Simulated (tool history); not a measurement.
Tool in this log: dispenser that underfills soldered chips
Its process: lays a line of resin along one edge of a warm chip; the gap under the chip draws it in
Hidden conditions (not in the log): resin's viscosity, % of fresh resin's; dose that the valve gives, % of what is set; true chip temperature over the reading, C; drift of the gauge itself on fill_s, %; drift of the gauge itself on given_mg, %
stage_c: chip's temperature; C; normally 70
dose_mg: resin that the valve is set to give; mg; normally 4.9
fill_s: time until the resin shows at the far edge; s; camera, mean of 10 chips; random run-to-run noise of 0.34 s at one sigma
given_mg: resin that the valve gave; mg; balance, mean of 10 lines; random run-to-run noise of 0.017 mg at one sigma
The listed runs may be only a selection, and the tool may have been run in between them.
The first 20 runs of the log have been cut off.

run,day,stage_c,dose_mg,hours of work since the syringe was changed,hours of work since the valve was cleaned,hours of work since the stage was calibrated,fill_s,given_mg
# day 8.017: dispensing valve cleaned and set on the balance
21,8.154,72,4.85,8,2,202,25.1,4.84
# day 8.262: new syringe of resin
22,8.412,73,4.41,2,6,206,16.2,4.44
23,8.679,73,4.41,6,10,210,21.2,4.37
# day 8.883: new syringe of resin
24,9.229,73,5.72,5,18,218,19.6,5.65
# day 9.5: new syringe of resin
25,9.554,67,4.9,1,23,223,18.5,4.86
26,9.988,67,4.9,8,30,229,31.2,4.86
# day 10.108: new syringe of resin
27,10.229,66,5.27,2,33,233,20.5,5.2
28,10.517,64,4.69,6,38,237,33.6,4.65
# day 10.746: new syringe of resin
29,11.033,64,4.69,4,46,245,29.5,4.62
# day 11.346: new syringe of resin
30,11.458,56,4.43,2,52,252,38.2,4.36
31,11.754,77,5.01,6,57,256,17.2,4.92
# day 11.962: new syringe of resin
32,12.25,57,6.27,4,64,264,42.5,6.08
33,12.483,70,4.62,8,68,267,28.1,4.48
# day 12.596: new syringe of resin
34,13.029,71,4.21,7,76,275,24.2,4.09

3 options for the next run, each taken on its own from the tool as it stands now. Forecast them:
# day 13.233: new syringe of resin
A,13.417,70,6.05,3,82,281,?,?
# day 13.233: new syringe of resin
B,13.417,71,5.72,3,82,281,?,?
# day 13.233: new syringe of resin
C,13.417,75,6.16,3,82,281,?,?

run,fill_s,given_mg
A,18.7,5.82
B,18.2,5.53
C,14,5.93
The same runs, with their run-to-run variation unchanged, on a tool lacking any hidden condition would have given:
run,fill_s,given_mg
A,16.4,6.02
B,16.1,5.73
C,12.3,6.14
